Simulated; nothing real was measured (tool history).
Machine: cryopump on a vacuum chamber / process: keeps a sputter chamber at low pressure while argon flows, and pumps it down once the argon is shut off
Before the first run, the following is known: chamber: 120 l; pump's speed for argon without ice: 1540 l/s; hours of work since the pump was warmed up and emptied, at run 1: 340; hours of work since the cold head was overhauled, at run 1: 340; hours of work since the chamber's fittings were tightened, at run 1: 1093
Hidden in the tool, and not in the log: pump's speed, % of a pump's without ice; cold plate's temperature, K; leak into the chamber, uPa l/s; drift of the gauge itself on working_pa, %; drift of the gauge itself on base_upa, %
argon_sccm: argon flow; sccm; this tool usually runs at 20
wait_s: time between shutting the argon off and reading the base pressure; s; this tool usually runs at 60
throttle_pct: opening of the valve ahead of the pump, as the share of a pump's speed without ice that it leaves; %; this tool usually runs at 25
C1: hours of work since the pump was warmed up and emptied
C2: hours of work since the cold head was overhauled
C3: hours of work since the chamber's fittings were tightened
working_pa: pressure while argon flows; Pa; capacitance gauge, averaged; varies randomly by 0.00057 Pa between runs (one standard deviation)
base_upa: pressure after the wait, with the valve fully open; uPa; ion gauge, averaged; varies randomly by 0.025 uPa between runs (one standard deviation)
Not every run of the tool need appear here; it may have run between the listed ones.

{"run": 1, "hour": 0.0, "argon_sccm": 20, "wait_s": 60, "throttle_pct": 25, "C1": 340, "C2": 340, "C3": 1093, "working_pa": 0.0921, "base_upa": 2.08}
{"hour": 27.0, "done": "leaking fittings of the chamber tightened, without venting"}
{"run": 2, "hour": 31.5, "argon_sccm": 20, "wait_s": 60, "throttle_pct": 25, "C1": 364, "C2": 364, "C3": 4, "working_pa": 0.0937, "base_upa": 1.91}
{"run": 3, "hour": 59.7, "argon_sccm": 20, "wait_s": 60, "throttle_pct": 25, "C1": 388, "C2": 388, "C3": 27, "working_pa": 0.0939, "base_upa": 1.88}
{"run": 4, "hour": 93.1, "argon_sccm": 20, "wait_s": 60, "throttle_pct": 25, "C1": 416, "C2": 416, "C3": 55, "working_pa": 0.0943, "base_upa": 1.88}
{"run": 5, "hour": 123.5, "argon_sccm": 20, "wait_s": 60, "throttle_pct": 25, "C1": 441, "C2": 441, "C3": 81, "working_pa": 0.0949, "base_upa": 1.88}
{"run": 6, "hour": 170.6, "argon_sccm": 20, "wait_s": 60, "throttle_pct": 25, "C1": 481, "C2": 481, "C3": 120, "working_pa": 0.0967, "base_upa": 1.94}
{"run": 7, "hour": 218.5, "argon_sccm": 20, "wait_s": 60, "throttle_pct": 38, "C1": 521, "C2": 521, "C3": 160, "working_pa": 0.0655, "base_upa": 1.95}
{"run": 8, "hour": 260.0, "argon_sccm": 20, "wait_s": 60, "throttle_pct": 38, "C1": 555, "C2": 555, "C3": 195, "working_pa": 0.0662, "base_upa": 1.99}
{"hour": 286.2, "done": "pump warmed up, emptied and cooled again"}
{"run": 9, "hour": 289.4, "argon_sccm": 20, "wait_s": 60, "throttle_pct": 25, "C1": 3, "C2": 576, "C3": 215, "working_pa": 0.0882, "base_upa": 1.83}
{"run": 10, "hour": 317.7, "argon_sccm": 36, "wait_s": 60, "throttle_pct": 25, "C1": 26, "C2": 600, "C3": 239, "working_pa": 0.1584, "base_upa": 1.89}
{"run": 11, "hour": 359.1, "argon_sccm": 20, "wait_s": 60, "throttle_pct": 37, "C1": 61, "C2": 634, "C3": 274, "working_pa": 0.0593, "base_upa": 1.87}
{"run": 12, "hour": 383.9, "argon_sccm": 20, "wait_s": 161, "throttle_pct": 25, "C1": 82, "C2": 655, "C3": 294, "working_pa": 0.0882, "base_upa": 0.87}
{"run": 13, "hour": 426.1, "argon_sccm": 25, "wait_s": 60, "throttle_pct": 25, "C1": 117, "C2": 690, "C3": 330, "working_pa": 0.1119, "base_upa": 1.89}
{"run": 14, "hour": 471.5, "argon_sccm": 25, "wait_s": 60, "throttle_pct": 25, "C1": 155, "C2": 728, "C3": 368, "working_pa": 0.1122, "base_upa": 1.92}
{"run": 15, "hour": 520.1, "argon_sccm": 25, "wait_s": 60, "throttle_pct": 25, "C1": 196, "C2": 769, "C3": 408, "working_pa": 0.1123, "base_upa": 1.96}
{"run": 16, "hour": 567.2, "argon_sccm": 25, "wait_s": 62, "throttle_pct": 25, "C1": 235, "C2": 808, "C3": 448, "working_pa": 0.1148, "base_upa": 1.84}
{"run": 17, "hour": 588.1, "argon_sccm": 9, "wait_s": 62, "throttle_pct": 25, "C1": 252, "C2": 826, "C3": 465, "working_pa": 0.0411, "base_upa": 1.91}
{"run": 18, "hour": 615.5, "argon_sccm": 9, "wait_s": 62, "throttle_pct": 25, "C1": 275, "C2": 849, "C3": 488, "working_pa": 0.0411, "base_upa": 1.92}
{"run": 19, "hour": 655.8, "argon_sccm": 9, "wait_s": 62, "throttle_pct": 25, "C1": 309, "C2": 882, "C3": 522, "working_pa": 0.0414, "base_upa": 1.93}
{"run": 20, "hour": 688.1, "argon_sccm": 29, "wait_s": 62, "throttle_pct": 25, "C1": 336, "C2": 909, "C3": 549, "working_pa": 0.1349, "base_upa": 1.92}

Run 21 is up next; what results do you expect?
{"run": 21, "hour": 711.2, "argon_sccm": 27, "wait_s": 84, "throttle_pct": 36, "C1": 355, "C2": 929, "C3": 568, "working_pa": "?", "base_upa": "?"}

working_pa: 0.0895 Pa
base_upa: 1.54 uPa
If the tool had no hidden condition, the same run with the same run-to-run variation would have returned working_pa 0.0829 Pa, base_upa 1.3 uPa.
